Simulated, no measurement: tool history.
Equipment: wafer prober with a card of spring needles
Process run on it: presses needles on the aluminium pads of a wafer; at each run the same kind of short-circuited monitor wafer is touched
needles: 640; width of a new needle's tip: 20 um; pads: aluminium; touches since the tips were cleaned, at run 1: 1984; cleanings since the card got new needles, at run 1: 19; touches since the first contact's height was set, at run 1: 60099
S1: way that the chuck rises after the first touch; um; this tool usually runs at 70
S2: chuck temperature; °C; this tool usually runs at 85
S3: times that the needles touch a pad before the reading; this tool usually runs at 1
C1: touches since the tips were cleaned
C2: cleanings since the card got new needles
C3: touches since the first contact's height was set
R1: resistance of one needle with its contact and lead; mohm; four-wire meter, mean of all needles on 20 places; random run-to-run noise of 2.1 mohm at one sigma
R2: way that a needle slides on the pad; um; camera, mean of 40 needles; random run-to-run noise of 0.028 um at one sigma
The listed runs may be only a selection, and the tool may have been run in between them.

| run | day | S1 | S2 | S3 | C1 | C2 | C3 | R1 | R2 |
|---|---|---|---|---|---|---|---|---|---|
| 1 | 0.000 | 70 | 85 | 1 | 1984 | 19 | 60099 | 307 | 17.59 |
| 2 | 0.350 | 70 | 85 | 1 | 5526 | 19 | 63641 | 352 | 17.65 |
|  | 0.525 | tips cleaned on abrasive film |
| 3 | 0.629 | 70 | 85 | 1 | 1056 | 20 | 66457 | 427 | 17.59 |
| 4 | 1.062 | 50 | 85 | 1 | 5436 | 20 | 70837 | 540 | 12.48 |
|  | 1.250 | tips cleaned on abrasive film |
| 5 | 1.546 | 70 | 85 | 1 | 2996 | 21 | 75681 | 331 | 17.61 |
| 6 | 1.867 | 70 | 85 | 1 | 6256 | 21 | 78941 | 364 | 17.60 |
|  | 1.971 | tips cleaned on abrasive film |
|  | 2.167 | tips cleaned on abrasive film, once more |
| 7 | 2.217 | 70 | 85 | 1 | 518 | 23 | 82428 | 268 | 17.60 |
| 8 | 2.704 | 70 | 85 | 1 | 5428 | 23 | 87338 | 357 | 17.59 |
|  | 2.904 | tips cleaned on abrasive film |
| 9 | 3.146 | 70 | 85 | 1 | 2432 | 24 | 91781 | 308 | 17.48 |
|  | 3.612 | tips cleaned on abrasive film |
| 10 | 3.696 | 70 | 97 | 1 | 850 | 25 | 97325 | 284 | 17.47 |
|  | 4.033 | height of the first contact set anew |
| 11 | 4.233 | 70 | 85 | 2 | 6200 | 25 | 2038 | 312 | 17.78 |
|  | 4.333 | tips cleaned on abrasive film |
| 12 | 4.538 | 70 | 85 | 2 | 2076 | 26 | 5084 | 278 | 17.76 |
|  | 5.062 | tips cleaned on abrasive film |
| 13 | 5.083 | 61 | 85 | 1 | 222 | 27 | 10571 | 260 | 15.47 |
| 14 | 5.596 | 61 | 85 | 1 | 5390 | 27 | 15739 | 380 | 15.43 |
|  | 5.762 | tips cleaned on abrasive film |
| 15 | 6.138 | 61 | 85 | 1 | 3789 | 28 | 21201 | 369 | 15.43 |
|  | 6.496 | tips cleaned on abrasive film |
| 16 | 6.638 | 61 | 108 | 2 | 1424 | 29 | 26233 | 281 | 15.40 |
| 17 | 7.021 | 70 | 33 | 3 | 5310 | 29 | 30119 | 267 | 17.69 |
|  | 7.212 | tips cleaned on abrasive film |
| 18 | 7.508 | 69 | 30 | 1 | 3020 | 30 | 35050 | 328 | 17.43 |
|  | 7.950 | tips cleaned on abrasive film |
| 19 | 8.058 | 70 | 38 | 3 | 1116 | 31 | 40572 | 244 | 17.59 |
| 20 | 8.442 | 70 | 27 | 1 | 4992 | 31 | 44448 | 347 | 17.64 |
|  | 8.675 | tips cleaned on abrasive film |
| 21 | 8.979 | 86 | 78 | 1 | 3094 | 32 | 49878 | 300 | 21.65 |
|  | 9.388 | tips cleaned on abrasive film |
| 22 | 9.450 | 86 | 59 | 1 | 648 | 33 | 54607 | 254 | 21.59 |
| 23 | 9.800 | 51 | 85 | 3 | 4190 | 33 | 58149 | 308 | 12.74 |
|  | 10.108 | tips cleaned on abrasive film |
| 24 | 10.350 | 51 | 85 | 3 | 2453 | 34 | 63682 | 295 | 12.73 |
| 25 | 10.762 | 80 | 34 | 1 | 6648 | 34 | 67877 | 340 | 20.09 |
|  | 10.817 | tips cleaned on abrasive film |
| 26 | 11.200 | 80 | 34 | 1 | 3887 | 35 | 72257 | 309 | 20.11 |
| 27 | 11.471 | 80 | 34 | 1 | 6650 | 35 | 75020 | 336 | 20.08 |
|  | 11.521 | tips cleaned on abrasive film |
| 28 | 11.946 | 60 | 35 | 2 | 4291 | 36 | 79784 | 316 | 14.98 |
|  | 12.254 | tips cleaned on abrasive film |
| 29 | 12.358 | 60 | 55 | 2 | 1074 | 37 | 83951 | 269 | 14.97 |
| 30 | 12.833 | 60 | 55 | 2 | 5859 | 37 | 88736 | 329 | 14.94 |

Measured result minus the same run's result without the hidden state. Both carry the same run-to-run variation, though not necessarily the same gauge scatter:
Hidden state at play: debris on the tips, nm; way that the needles fall short of the set height, um; tips' diameter, um; drift of the gauge itself on contact_mohm, %; drift of the gauge itself on scrub_um, %.
| run | R1 | R2 |
|---|---|---|
| 1 | +70 | -0.14 |
| 2 | +119 | -0.14 |
| 3 | +189 | -0.17 |
| 4 | +294 | -0.17 |
| 5 | +90 | -0.19 |
| 6 | +126 | -0.20 |
| 7 | +29 | -0.24 |
| 8 | +116 | -0.24 |
| 9 | +76 | -0.26 |
| 10 | +44 | -0.29 |
| 11 | +75 | +0.00 |
| 12 | +41 | -0.02 |
| 13 | +20 | -0.05 |
| 14 | +143 | -0.05 |
| 15 | +128 | -0.08 |
| 16 | +41 | -0.10 |
| 17 | +45 | -0.09 |
| 18 | +102 | -0.11 |
| 19 | +19 | -0.14 |
| 20 | +124 | -0.14 |
| 21 | +67 | -0.15 |
| 22 | +25 | -0.17 |
| 23 | +67 | -0.17 |
| 24 | +48 | -0.19 |
| 25 | +113 | -0.19 |
| 26 | +86 | -0.21 |
| 27 | +113 | -0.21 |
| 28 | +90 | -0.24 |
| 29 | +37 | -0.26 |
| 30 | +101 | -0.26 |
